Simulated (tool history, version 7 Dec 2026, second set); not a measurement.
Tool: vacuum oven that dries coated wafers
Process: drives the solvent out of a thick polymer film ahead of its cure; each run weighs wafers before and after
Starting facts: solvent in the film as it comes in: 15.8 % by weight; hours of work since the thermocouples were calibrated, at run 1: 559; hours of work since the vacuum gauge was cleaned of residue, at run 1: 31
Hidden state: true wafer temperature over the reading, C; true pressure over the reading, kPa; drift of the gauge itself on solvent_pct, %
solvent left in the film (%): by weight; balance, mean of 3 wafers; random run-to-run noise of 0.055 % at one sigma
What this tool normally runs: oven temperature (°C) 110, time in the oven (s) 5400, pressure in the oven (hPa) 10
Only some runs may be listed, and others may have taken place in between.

| run | hour | oven temperature (°C) | time in the oven (s) | pressure in the oven (hPa) | hours of work since the thermocouples were calibrated | hours of work since the vacuum gauge was cleaned of residue | solvent left in the film (%) |
|---|---|---|---|---|---|---|---|
| 1 | 0 | 110 | 5400 | 10 | 559 | 31 | 2.06 |
| 2 | 8 | 110 | 9600 | 10 | 564 | 37 | 1.1 |
| 3 | 22.2 | 110 | 9600 | 10 | 574 | 46 | 1.16 |
| 4 | 32.9 | 110 | 9600 | 10 | 581 | 54 | 1.16 |
| 5 | 40.6 | 110 | 5460 | 10 | 587 | 59 | 2.08 |
| 6 | 49.9 | 110 | 5460 | 10 | 593 | 65 | 2.04 |
| 7 | 60.6 | 110 | 5460 | 10 | 600 | 73 | 2.09 |
| 8 | 70.2 | 110 | 7440 | 10 | 607 | 79 | 1.42 |
| 9 | 82.7 | 110 | 5400 | 10 | 615 | 88 | 2.05 |
| 10 | 96.9 | 110 | 5400 | 10 | 625 | 97 | 2.22 |
| 11 | 105.2 | 110 | 5400 | 10 | 631 | 103 | 2.06 |
| 12 | 120.2 | 110 | 2700 | 10 | 641 | 113 | 4.55 |
| 13 | 126.4 | 110 | 2700 | 10 | 645 | 118 | 4.66 |
| 14 | 140.8 | 110 | 2700 | 10 | 655 | 127 | 4.74 |
| 15 | 147.6 | 110 | 5400 | 15.7 | 660 | 132 | 2.58 |
| 16 | 156 | 110 | 5400 | 15.7 | 665 | 138 | 2.59 |
| 17 | 170.9 | 110 | 5400 | 15.7 | 676 | 148 | 2.63 |
| 18 | 184.5 | 110 | 7020 | 15.7 | 685 | 157 | 2.01 |
| 19 | 197 | 120 | 6300 | 16.9 | 693 | 166 | 1.35 |
|  | 199.8 | vacuum gauge cleaned of residue and calibrated |
| 20 | 211.4 | 120 | 6300 | 16.9 | 702 | 8 | 1.3 |
| 21 | 218 | 101 | 5400 | 10 | 707 | 12 | 3.87 |
| 22 | 224.6 | 110 | 5400 | 5.2 | 711 | 17 | 1.75 |
|  | 228.8 | oven's thermocouples calibrated |
| 23 | 240.7 | 110 | 5400 | 37.9 | 8 | 27 | 4.75 |
| 24 | 251 | 120 | 2820 | 15.4 | 15 | 34 | 2.96 |
| 25 | 263.7 | 122 | 3540 | 22.3 | 24 | 42 | 2.54 |

Predict the results of run 26:
|  | 270.8 | vacuum gauge cleaned of residue and calibrated, once more |
| 26 | 274.5 | 122 | 5400 | 35.9 | 30 | 3 | ? |

{"run 26": {"solvent left in the film (%)": 2.58}}
Had the tool carried no hidden state, the very same run would have given solvent left in the film (%) 2.61.
